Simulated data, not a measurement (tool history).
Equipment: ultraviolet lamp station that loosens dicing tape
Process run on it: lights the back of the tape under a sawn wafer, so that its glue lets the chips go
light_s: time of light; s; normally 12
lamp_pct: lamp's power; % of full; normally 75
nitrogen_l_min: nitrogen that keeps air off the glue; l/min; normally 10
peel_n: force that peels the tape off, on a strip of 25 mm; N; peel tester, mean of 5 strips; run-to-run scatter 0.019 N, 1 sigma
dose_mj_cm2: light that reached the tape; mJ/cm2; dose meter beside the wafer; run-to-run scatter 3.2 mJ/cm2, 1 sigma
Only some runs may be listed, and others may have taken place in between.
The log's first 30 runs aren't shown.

| run | hour | light_s | lamp_pct | nitrogen_l_min | peel_n | dose_mj_cm2 |
|---|---|---|---|---|---|---|
| 31 | 504.2 | 12 | 61 | 4 | 2.366 | 356 |
| 32 | 520.2 | 12 | 61 | 4 | 2.365 | 350 |
| 33 | 531.2 | 10 | 75 | 10 | 1.578 | 356 |
| 34 | 546.6 | 12 | 61 | 10 | 1.619 | 348 |
| 35 | 570.9 | 12 | 61 | 10 | 1.588 | 346 |
| 36 | 588.4 | 21 | 73 | 4 | 0.756 | 727 |
| 37 | 605.6 | 23 | 73 | 17 | 0.33 | 787 |
| 38 | 617.1 | 23 | 73 | 17 | 0.309 | 785 |
| 39 | 636.7 | 23 | 73 | 17 | 0.309 | 777 |
| 40 | 652.2 | 11 | 84 | 9 | 1.222 | 431 |
| 41 | 667.8 | 11 | 76 | 9 | 1.489 | 386 |
| 42 | 681.2 | 9 | 77 | 18 | 1.571 | 322 |
| 43 | 693.5 | 12 | 65 | 10 | 1.55 | 359 |

What if the next run were any one of these 3? Each begins from the tool's condition after run 43:
| A | 717.2 | 23 | 89 | 10 | ? | ? |
| B | 717.2 | 18 | 65 | 5 | ? | ? |
| C | 717.2 | 12 | 71 | 10 | ? | ? |

| run | peel_n | dose_mj_cm2 |
|---|---|---|
| A | 0.286 | 941 |
| B | 1.139 | 538 |
| C | 1.451 | 391 |
Without the tool's hidden state the same runs would have given:
| run | peel_n | dose_mj_cm2 |
|---|---|---|
| A | 0.235 | 1144 |
| B | 0.798 | 655 |
| C | 1.035 | 475 |
